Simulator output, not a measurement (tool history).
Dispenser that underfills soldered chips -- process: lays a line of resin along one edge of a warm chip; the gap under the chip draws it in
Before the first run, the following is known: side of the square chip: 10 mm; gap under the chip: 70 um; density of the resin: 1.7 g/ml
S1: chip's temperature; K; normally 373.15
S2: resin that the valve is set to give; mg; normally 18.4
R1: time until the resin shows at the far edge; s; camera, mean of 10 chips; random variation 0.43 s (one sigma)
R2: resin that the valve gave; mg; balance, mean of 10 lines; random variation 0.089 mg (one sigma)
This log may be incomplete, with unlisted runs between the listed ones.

| run | hour | S1 | S2 | R1 | R2 |
|---|---|---|---|---|---|
| 1 | 0.0 | 373.15 | 18.4 | 33.7 | 17.94 |
| 2 | 10.7 | 373.15 | 21.9 | 49.6 | 21.33 |
|  | 11.5 | new syringe of resin |
| 3 | 19.0 | 373.15 | 21.9 | 40.3 | 21.25 |
|  | 27.6 | new syringe of resin |
| 4 | 29.0 | 373.15 | 18.4 | 31.7 | 17.67 |
| 5 | 39.3 | 373.15 | 18.4 | 45.6 | 17.54 |
|  | 43.3 | new syringe of resin |
| 6 | 48.5 | 362.15 | 18.4 | 52.5 | 17.66 |
| 7 | 54.4 | 362.15 | 18.4 | 65.7 | 17.48 |
|  | 59.0 | new syringe of resin |
| 8 | 63.5 | 373.15 | 18.4 | 35.8 | 17.49 |
| 9 | 70.6 | 373.15 | 18.4 | 46.9 | 17.43 |
|  | 75.1 | new syringe of resin |
| 10 | 83.3 | 373.15 | 18.4 | 39.9 | 17.22 |
|  | 89.1 | dispensing valve cleaned and set on the balance |
|  | 91.9 | new syringe of resin |
| 11 | 96.4 | 373.15 | 18.4 | 34.5 | 18.22 |
| 12 | 104.6 | 373.15 | 18.4 | 46.6 | 18.45 |
|  | 107.7 | new syringe of resin |
| 13 | 117.3 | 373.15 | 18.4 | 41.4 | 18.23 |
|  | 123.5 | new syringe of resin |
| 14 | 126.1 | 373.15 | 18.7 | 32.0 | 18.63 |
| 15 | 131.7 | 373.15 | 18.7 | 39.6 | 18.57 |
|  | 139.7 | new syringe of resin |
| 16 | 140.4 | 373.15 | 18.7 | 30.3 | 18.55 |
| 17 | 147.1 | 371.15 | 18.7 | 41.0 | 18.28 |
| 18 | 153.6 | 375.15 | 15.8 | 47.3 | 15.45 |
|  | 155.4 | new syringe of resin |
| 19 | 164.7 | 375.15 | 15.8 | 39.9 | 15.54 |
|  | 171.6 | new syringe of resin |
| 20 | 171.6 | 375.15 | 15.8 | 26.9 | 15.36 |
| 21 | 184.4 | 369.15 | 18.0 | 52.6 | 17.43 |
|  | 187.8 | new syringe of resin |
| 22 | 191.8 | 369.15 | 20.7 | 37.7 | 19.92 |
| 23 | 200.4 | 369.15 | 20.7 | 51.3 | 19.91 |
|  | 204.0 | new syringe of resin |
| 24 | 214.2 | 382.15 | 23.5 | 31.5 | 22.62 |
|  | 220.0 | new syringe of resin |
| 25 | 224.3 | 385.15 | 17.1 | 23.1 | 16.27 |
|  | 235.8 | new syringe of resin |
| 26 | 237.4 | 385.15 | 17.1 | 21.5 | 16.27 |
| 27 | 245.4 | 363.15 | 19.5 | 56.1 | 18.49 |
|  | 248.0 | dispensing valve cleaned and set on the balance |
|  | 252.9 | new syringe of resin |
| 28 | 252.9 | 363.15 | 19.5 | 37.8 | 19.43 |
| 29 | 264.6 | 358.15 | 23.5 | 70.2 | 23.35 |
|  | 268.7 | new syringe of resin |
| 30 | 271.3 | 358.15 | 23.5 | 51.4 | 23.24 |
| 31 | 279.6 | 388.15 | 16.5 | 27.0 | 16.27 |
|  | 284.1 | new syringe of resin |
| 32 | 290.7 | 381.15 | 15.9 | 28.9 | 15.64 |
|  | 299.5 | new syringe of resin |
| 33 | 302.1 | 373.15 | 23.8 | 30.7 | 23.32 |

Alternative continuations, all from the tool just after run 33; predict every row:
| A | 311.8 | 378.15 | 21.5 | ? | ? |
| B | 311.8 | 359.15 | 20.6 | ? | ? |
| C | 311.8 | 383.15 | 23.6 | ? | ? |

| run | R1 | R2 |
|---|---|---|
| A | 37.6 | 20.92 |
| B | 71.5 | 20.20 |
| C | 31.7 | 23.05 |
Without the tool's unlogged condition, the same runs would have read:
| run | R1 | R2 |
|---|---|---|
| A | 25.6 | 21.41 |
| B | 49.1 | 20.67 |
| C | 21.6 | 23.58 |
